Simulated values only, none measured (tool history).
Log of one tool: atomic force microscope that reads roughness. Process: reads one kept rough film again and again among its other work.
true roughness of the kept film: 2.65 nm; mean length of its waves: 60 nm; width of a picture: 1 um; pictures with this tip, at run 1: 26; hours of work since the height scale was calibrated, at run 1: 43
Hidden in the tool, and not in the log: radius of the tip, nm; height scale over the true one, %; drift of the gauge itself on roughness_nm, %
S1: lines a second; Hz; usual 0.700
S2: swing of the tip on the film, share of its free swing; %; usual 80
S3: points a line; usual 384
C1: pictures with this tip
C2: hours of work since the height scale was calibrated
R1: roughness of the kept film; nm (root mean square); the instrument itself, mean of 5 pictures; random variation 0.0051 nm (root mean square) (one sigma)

| run | hour | S1 | S2 | S3 | C1 | C2 | R1 |
|---|---|---|---|---|---|---|---|
| 1 | 0.0 | 0.700 | 80 | 384 | 26 | 43 | 2.500 |
| 2 | 24.3 | 0.700 | 80 | 384 | 51 | 53 | 2.506 |
| 3 | 53.5 | 0.700 | 73 | 384 | 82 | 66 | 2.524 |
| 4 | 71.7 | 0.700 | 73 | 384 | 101 | 74 | 2.524 |
| 5 | 92.0 | 0.700 | 73 | 384 | 122 | 83 | 2.517 |
| 6 | 109.7 | 0.700 | 73 | 384 | 140 | 91 | 2.513 |
| 7 | 150.2 | 0.700 | 73 | 384 | 182 | 108 | 2.517 |
| 8 | 178.2 | 0.700 | 73 | 381 | 212 | 121 | 2.500 |
| 9 | 213.6 | 1.710 | 73 | 381 | 248 | 136 | 2.430 |
| 10 | 239.9 | 1.710 | 73 | 437 | 276 | 148 | 2.425 |
| 11 | 279.8 | 1.710 | 73 | 437 | 317 | 165 | 2.415 |
|  | 287.1 | new tip fitted |
| 12 | 319.7 | 1.710 | 73 | 437 | 34 | 182 | 2.457 |
| 13 | 356.3 | 0.700 | 80 | 384 | 72 | 198 | 2.502 |
| 14 | 374.6 | 0.700 | 80 | 384 | 91 | 206 | 2.508 |
| 15 | 402.6 | 0.700 | 80 | 384 | 121 | 219 | 2.502 |
| 16 | 434.3 | 0.700 | 80 | 384 | 154 | 232 | 2.494 |
| 17 | 460.5 | 0.700 | 80 | 384 | 181 | 244 | 2.488 |
| 18 | 481.0 | 0.700 | 80 | 384 | 202 | 253 | 2.483 |
| 19 | 505.1 | 0.700 | 80 | 384 | 227 | 263 | 2.472 |
| 20 | 544.0 | 1.673 | 80 | 384 | 268 | 280 | 2.375 |
| 21 | 573.4 | 1.673 | 80 | 384 | 298 | 293 | 2.372 |
| 22 | 590.8 | 0.700 | 60 | 979 | 316 | 301 | 2.528 |
|  | 596.4 | new tip fitted |
| 23 | 628.8 | 0.900 | 57 | 443 | 33 | 317 | 2.562 |
| 24 | 654.5 | 3.041 | 57 | 929 | 60 | 329 | 2.495 |
| 25 | 692.1 | 2.843 | 80 | 384 | 99 | 345 | 2.287 |
| 26 | 727.1 | 3.049 | 83 | 828 | 136 | 360 | 2.226 |
| 27 | 754.2 | 3.049 | 58 | 828 | 164 | 372 | 2.480 |
| 28 | 785.6 | 0.700 | 78 | 398 | 197 | 386 | 2.495 |
| 29 | 812.0 | 1.692 | 78 | 532 | 224 | 397 | 2.394 |
| 30 | 852.5 | 1.692 | 78 | 532 | 266 | 415 | 2.388 |
| 31 | 891.6 | 1.692 | 78 | 532 | 307 | 432 | 2.381 |
|  | 908.1 | new tip fitted |
| 32 | 911.4 | 1.692 | 69 | 397 | 3 | 441 | 2.492 |
| 33 | 936.6 | 1.602 | 85 | 552 | 29 | 452 | 2.364 |
| 34 | 957.8 | 1.602 | 85 | 306 | 51 | 461 | 2.369 |
| 35 | 974.7 | 1.011 | 60 | 384 | 69 | 468 | 2.547 |
| 36 | 1012.9 | 0.736 | 64 | 469 | 109 | 485 | 2.546 |
| 37 | 1051.5 | 0.700 | 80 | 833 | 149 | 502 | 2.486 |
| 38 | 1080.7 | 0.700 | 80 | 833 | 179 | 515 | 2.490 |
| 39 | 1117.0 | 0.700 | 80 | 943 | 217 | 531 | 2.476 |
| 40 | 1146.0 | 0.700 | 80 | 943 | 247 | 543 | 2.480 |

Some steps in R1 between neighbouring runs. How much of each would the tool show without its hidden state too (settings, what came in, random variation), and how much is left for the hidden state, with any gauge scatter that isn't in both results?
Run 11 -> 12: new tip fitted. R1 +0.042 nm (root mean square): hidden state +0.047, all else -0.005.
Run 22 -> 23: S1 0.700 -> 0.900, S2 60 -> 57, S3 979 -> 443, new tip fitted. R1 +0.034 nm (root mean square): hidden state +0.041, all else -0.007.
Run 24 -> 25: S1 3.041 -> 2.843, S2 57 -> 80, S3 929 -> 384. R1 -0.208 nm (root mean square): hidden state -0.005, all else -0.203.
Run 26 -> 27: S2 83 -> 58. R1 +0.254 nm (root mean square): hidden state -0.007, all else +0.261.
Run 31 -> 32: S2 78 -> 69, S3 532 -> 397, new tip fitted. R1 +0.111 nm (root mean square): hidden state +0.045, all else +0.066.
Run 34 -> 35: S1 1.602 -> 1.011, S2 85 -> 60, S3 306 -> 384. R1 +0.178 nm (root mean square): hidden state -0.004, all else +0.182.
